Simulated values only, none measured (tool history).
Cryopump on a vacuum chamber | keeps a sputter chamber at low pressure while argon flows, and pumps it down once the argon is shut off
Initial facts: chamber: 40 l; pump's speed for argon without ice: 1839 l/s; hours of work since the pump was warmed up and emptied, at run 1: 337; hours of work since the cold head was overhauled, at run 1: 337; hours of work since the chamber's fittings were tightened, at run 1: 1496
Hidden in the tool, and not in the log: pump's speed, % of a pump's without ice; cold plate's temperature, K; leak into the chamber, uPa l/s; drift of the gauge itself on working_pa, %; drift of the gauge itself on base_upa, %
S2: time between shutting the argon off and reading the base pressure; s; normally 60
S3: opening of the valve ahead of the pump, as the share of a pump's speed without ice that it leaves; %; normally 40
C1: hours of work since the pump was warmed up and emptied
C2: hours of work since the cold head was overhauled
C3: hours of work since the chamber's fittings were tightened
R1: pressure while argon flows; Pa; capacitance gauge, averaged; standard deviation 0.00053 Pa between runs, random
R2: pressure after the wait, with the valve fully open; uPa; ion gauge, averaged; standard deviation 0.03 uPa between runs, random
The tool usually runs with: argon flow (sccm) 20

run 1 hour=0.0 | argon_flow_(sccm)=20 S2=60 S3=40 | C1=337 C2=337 C3=1496 | R1=0.0519 R2=2.51
run 2 hour=8.8 | argon_flow_(sccm)=20 S2=60 S3=40 | C1=344 C2=344 C3=1503 | R1=0.0520 R2=2.43
run 3 hour=23.4 | argon_flow_(sccm)=20 S2=42 S3=40 | C1=354 C2=354 C3=1513 | R1=0.0523 R2=3.05
run 4 hour=35.1 | argon_flow_(sccm)=20 S2=42 S3=40 | C1=363 C2=363 C3=1522 | R1=0.0521 R2=3.08
run 5 hour=44.5 | argon_flow_(sccm)=20 S2=60 S3=24 | C1=369 C2=369 C3=1529 | R1=0.0836 R2=2.55
run 6 hour=62.2 | argon_flow_(sccm)=18 S2=60 S3=40 | C1=382 C2=382 C3=1541 | R1=0.0475 R2=2.63
run 7 hour=75.9 | argon_flow_(sccm)=18 S2=60 S3=40 | C1=392 C2=392 C3=1551 | R1=0.0482 R2=2.52
run 8 hour=89.0 | argon_flow_(sccm)=20 S2=60 S3=40 | C1=402 C2=402 C3=1561 | R1=0.0539 R2=2.57
run 9 hour=106.9 | argon_flow_(sccm)=20 S2=42 S3=40 | C1=415 C2=415 C3=1574 | R1=0.0542 R2=3.15
run 10 hour=121.9 | argon_flow_(sccm)=9 S2=42 S3=40 | C1=425 C2=425 C3=1585 | R1=0.0252 R2=3.14
run 11 hour=137.7 | argon_flow_(sccm)=17 S2=60 S3=40 | C1=437 C2=437 C3=1596 | R1=0.0452 R2=2.61
run 12 hour=154.2 | argon_flow_(sccm)=17 S2=34 S3=40 | C1=449 C2=449 C3=1608 | R1=0.0474 R2=3.65
run 13 hour=171.6 | argon_flow_(sccm)=20 S2=70 S3=40 | C1=461 C2=461 C3=1621 | R1=0.0556 R2=2.52
run 14 hour=180.2 | argon_flow_(sccm)=20 S2=70 S3=40 | C1=468 C2=468 C3=1627 | R1=0.0555 R2=2.59
run 15 hour=194.4 | argon_flow_(sccm)=25 S2=264 S3=40 | C1=478 C2=478 C3=1637 | R1=0.0697 R2=1.72
-- hour=202.1 pump warmed up, emptied and cooled again
run 16 hour=215.7 | argon_flow_(sccm)=20 S2=58 S3=40 | C1=10 C2=490 C3=1649 | R1=0.0465 R2=2.32
run 17 hour=224.3 | argon_flow_(sccm)=20 S2=66 S3=30 | C1=16 C2=496 C3=1655 | R1=0.0616 R2=2.15
run 18 hour=239.1 | argon_flow_(sccm)=20 S2=66 S3=30 | C1=27 C2=507 C3=1666 | R1=0.0613 R2=2.13
run 19 hour=255.0 | argon_flow_(sccm)=20 S2=29 S3=42 | C1=38 C2=518 C3=1677 | R1=0.0446 R2=3.65
run 20 hour=268.3 | argon_flow_(sccm)=20 S2=29 S3=42 | C1=48 C2=528 C3=1687 | R1=0.0444 R2=3.58
run 21 hour=278.8 | argon_flow_(sccm)=20 S2=29 S3=42 | C1=55 C2=535 C3=1694 | R1=0.0446 R2=3.76
run 22 hour=288.3 | argon_flow_(sccm)=22 S2=60 S3=44 | C1=62 C2=542 C3=1701 | R1=0.0477 R2=2.28
run 23 hour=300.9 | argon_flow_(sccm)=11 S2=208 S3=44 | C1=71 C2=551 C3=1710 | R1=0.0246 R2=1.41
run 24 hour=319.1 | argon_flow_(sccm)=11 S2=208 S3=44 | C1=85 C2=564 C3=1724 | R1=0.0247 R2=1.41
run 25 hour=332.4 | argon_flow_(sccm)=20 S2=162 S3=42 | C1=94 C2=574 C3=1733 | R1=0.0453 R2=1.54
run 26 hour=344.0 | argon_flow_(sccm)=36 S2=105 S3=36 | C1=103 C2=582 C3=1742 | R1=0.0951 R2=1.79
run 27 hour=357.5 | argon_flow_(sccm)=36 S2=105 S3=36 | C1=112 C2=592 C3=1751 | R1=0.0954 R2=1.82
run 28 hour=373.5 | argon_flow_(sccm)=36 S2=105 S3=36 | C1=124 C2=604 C3=1763 | R1=0.0955 R2=1.81

Below are 5 alternative next runs, each starting from the tool's condition after run 28. Predict each:
run A hour=382.9 | argon_flow_(sccm)=36 S2=154 S3=58 | C1=131 C2=611 C3=1770 | R1=? R2=?
run B hour=382.9 | argon_flow_(sccm)=36 S2=105 S3=41 | C1=131 C2=611 C3=1770 | R1=? R2=?
run C hour=382.9 | argon_flow_(sccm)=36 S2=68 S3=26 | C1=131 C2=611 C3=1770 | R1=? R2=?
run D hour=382.9 | argon_flow_(sccm)=16 S2=60 S3=40 | C1=131 C2=611 C3=1770 | R1=? R2=?
run E hour=382.9 | argon_flow_(sccm)=16 S2=21 S3=27 | C1=131 C2=611 C3=1770 | R1=? R2=?

run=A R1=0.0609 R2=1.62
run=B R1=0.0849 R2=1.81
run=C R1=0.1305 R2=2.26
run=D R1=0.0400 R2=2.44
run=E R1=0.0558 R2=4.84
The same runs, with their run-to-run variation unchanged, on a tool lacking any hidden condition would have given:
run=A R1=0.0570 R2=0.67
run=B R1=0.0809 R2=0.89
run=C R1=0.1266 R2=1.34
run=D R1=0.0383 R2=1.51
run=E R1=0.0541 R2=3.92

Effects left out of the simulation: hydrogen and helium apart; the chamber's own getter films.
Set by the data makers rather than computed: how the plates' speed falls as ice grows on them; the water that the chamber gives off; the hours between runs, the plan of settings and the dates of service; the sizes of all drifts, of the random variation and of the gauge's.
